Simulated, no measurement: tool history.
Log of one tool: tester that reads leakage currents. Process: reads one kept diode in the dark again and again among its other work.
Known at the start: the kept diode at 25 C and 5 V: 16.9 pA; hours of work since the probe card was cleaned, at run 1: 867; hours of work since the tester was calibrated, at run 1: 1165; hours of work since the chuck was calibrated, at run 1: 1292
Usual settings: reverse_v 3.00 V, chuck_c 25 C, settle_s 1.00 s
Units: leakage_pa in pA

run    hour  reverse_v  chuck_c  settle_s  hours of work since the probe card was cleaned  hours of work since the tester was calibrated  hours of work since the chuck was calibrated  leakage_pa
  1     0.0       3.00       25      1.00                                             867                                           1165                                          1292       13.57
  2    73.7       3.00       25      0.69                                             919                                           1216                                          1344       13.91
  3   109.7       3.00       25      0.69                                             944                                           1242                                          1369       13.94
  4   158.5       3.00       25      1.00                                             978                                           1276                                          1403       13.58
  5   204.7       3.18       25      1.00                                            1011                                           1308                                          1436       13.93
  6   244.3       6.15       25      1.00                                            1038                                           1336                                          1464       20.34
  7   285.6       6.15       52      1.00                                            1067                                           1365                                          1492      138.66
  8   324.1       3.00       25      1.00                                            1094                                           1392                                          1519       13.56
  9   383.6       3.00       25      1.00                                            1136                                           1434                                          1561       13.56
      455.0  -- probe card cleaned and baked
 10   455.8       3.00       25      1.00                                               1                                           1482                                          1610       13.62
 11   487.6       3.00       25      1.00                                              23                                           1504                                          1632       13.50
 12   558.4       3.00       25      1.00                                              72                                           1554                                          1682       13.53
 13   619.7       1.41       21      1.26                                             115                                           1597                                          1724        6.50
 14   659.5       3.00       26      1.00                                             143                                           1625                                          1752       14.60
 15   732.8       3.00       26      1.00                                             195                                           1676                                          1804       14.57
 16   796.9       3.00       26      1.00                                             240                                           1721                                          1849       14.66
 17   834.0      12.52       32      2.06                                             266                                           1747                                          1875       49.01
 18   864.5       1.91       25      1.00                                             287                                           1768                                          1896       10.47
 19   919.3       3.09       24      0.55                                             325                                           1807                                          1934       13.22
 20   987.9       3.21       27      0.55                                             373                                           1855                                          1982       16.94
 21  1042.4       1.47       25      0.79                                             412                                           1893                                          2021        9.12
 22  1080.7       3.81       23      0.35                                             438                                           1920                                          2047       14.78
 23  1134.3       3.00       26      2.51                                             476                                           1957                                          2085       14.29
 24  1169.5       3.00       26      2.51                                             501                                           1982                                          2110       14.19

5 ways to go on from here, each from the tool as it stands after run 24. What would each give?
  A  1219.2       3.84       35      0.45                                             535                                           2017                                          2144           ?
  B  1219.2       6.39       44      2.51                                             535                                           2017                                          2144           ?
  C  1219.2       3.00       45      0.84                                             535                                           2017                                          2144           ?
  D  1219.2       3.37       25      0.60                                             535                                           2017                                          2144           ?
  E  1219.2       4.50       22      1.15                                             535                                           2017                                          2144           ?

run  leakage_pa
  A       33.67
  B       81.19
  C       58.67
  D       14.98
  E       13.49
Without the tool's hidden state the same runs would have given:
run  leakage_pa
  A       33.71
  B       81.28
  C       58.74
  D       14.99
  E       13.50
